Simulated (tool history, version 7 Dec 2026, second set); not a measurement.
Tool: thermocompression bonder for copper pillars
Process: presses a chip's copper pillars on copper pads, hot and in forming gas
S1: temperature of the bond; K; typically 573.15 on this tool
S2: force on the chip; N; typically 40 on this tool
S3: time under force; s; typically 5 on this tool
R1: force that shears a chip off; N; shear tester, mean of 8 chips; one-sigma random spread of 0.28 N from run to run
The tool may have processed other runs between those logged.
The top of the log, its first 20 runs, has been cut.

run	hour	S1	S2	S3	R1
21	652	573.15	40	6	43.7
22	678	573.15	40	6	43.2
23	710.2	573.15	30	6	36.1
24	747.3	573.15	30	6	35.8
25	785.8	587.15	33	6	42.8
26	824.4	564.15	54	5	46.1
27	858.8	564.15	54	12	59.1
28	885.1	564.15	54	12	57.8
# hour 894.9: forming gas filter changed
29	906.6	573.15	28	8	38.4
30	930	573.15	28	8	38.1
31	962.5	569.15	34	11	47.1

Predict each of these 3 candidate next runs independently; none follows another, all start after run 31:
A	985	597.15	34	3	?
B	985	569.15	26	13	?
C	985	561.15	40	12	?

run	R1
A	37.2
B	42.2
C	49.8
The same runs, with their run-to-run variation unchanged, on a tool lacking any hidden condition would have given:
run	R1
A	37.3
B	42.3
C	50
